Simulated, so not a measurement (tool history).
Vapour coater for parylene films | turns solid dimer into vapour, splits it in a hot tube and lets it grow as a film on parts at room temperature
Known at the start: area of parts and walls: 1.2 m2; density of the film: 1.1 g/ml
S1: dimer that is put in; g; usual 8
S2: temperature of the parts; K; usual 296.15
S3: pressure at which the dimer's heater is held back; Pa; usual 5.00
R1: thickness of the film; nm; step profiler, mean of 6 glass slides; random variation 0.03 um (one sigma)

run    hour  S1      S2     S3    R1
  1     0.0   8  296.15   5.00  4190
  2    62.0   8  296.15   5.00  4210
  3   104.2   8  296.15   5.00  4180
  4   164.1   8  296.15   3.77  4370
  5   200.0   8  289.15   5.00  4660
  6   229.4   8  289.15   5.00  4690
  7   277.6   8  289.15   5.00  4610
  8   339.3   8  289.15   5.00  4640
  9   391.1   8  289.15   5.00  4630
 10   438.9   8  289.15   5.00  4590
 11   497.1   8  289.15   5.00  4560
 12   560.2   8  289.15   5.00  4580
 13   627.2   9  296.15   5.00  4520
 14   685.1   8  296.15   4.02  4170
 15   716.3   8  296.15   5.00  3900
 16   761.4   8  296.15   5.00  3920
 17   828.5   8  296.15   5.72  3850
 18   895.8   8  296.15   5.72  3850
 19   956.0   8  296.15   5.72  3770
 20  1009.9   8  296.15   5.00  3890
 21  1076.7  11  305.15   7.61  4090
 22  1104.4  11  305.15   7.61  4120
 23  1133.3  11  305.15   7.61  4070
 24  1184.3   7  291.15   5.00  3650
 25  1215.1   4  301.15   2.26  2070
 26  1257.9   8  296.15   3.42  4160
 27  1296.3   7  296.15   5.00  3360
 28  1338.1  11  297.15   7.49  4710
     1361.3  -- trap's valve overhauled
 29  1370.7  12  296.15   4.22  6560
 30  1422.6  12  296.15  10.01  5370
 31  1477.5  12  296.15  10.01  5340
 32  1516.3   8  294.15   5.00  4320
 33  1569.8  10  303.15   2.25  5400
 34  1619.9   4  303.15   2.25  2190
 35  1686.3   5  299.15   5.00  2460
 36  1721.3   4  307.15   8.90  1500
 37  1769.7   5  307.15   8.90  1820
 38  1821.0   5  307.15   8.90  1840
 39  1877.2  10  307.15   8.90  3610
 40  1915.0   7  299.15   4.27  3470

Some steps in R1 between neighbouring runs. How much of each would the tool show without its hidden state too (settings, what came in, random variation), and how much is left for the hidden state, with any gauge scatter that isn't in both results?
The hidden state here: vapour lost through the trap's worn valve, %; true temperature of the parts over the reading, C; drift of the gauge itself on film_um, %.
Run 25 -> 26: S1 4 -> 8, S2 301.15 -> 296.15, S3 2.26 -> 3.42. R1 +2090 nm: hidden state -230, all else +2320.
Run 27 -> 28: S1 7 -> 11, S2 296.15 -> 297.15, S3 5.00 -> 7.49. R1 +1350 nm: hidden state -170, all else +1520.
Run 28 -> 29: S1 11 -> 12, S2 297.15 -> 296.15, S3 7.49 -> 4.22, trap's valve overhauled. R1 +1850 nm: hidden state +450, all else +1400.
Run 33 -> 34: S1 10 -> 4. R1 -3210 nm: hidden state +80, all else -3290.
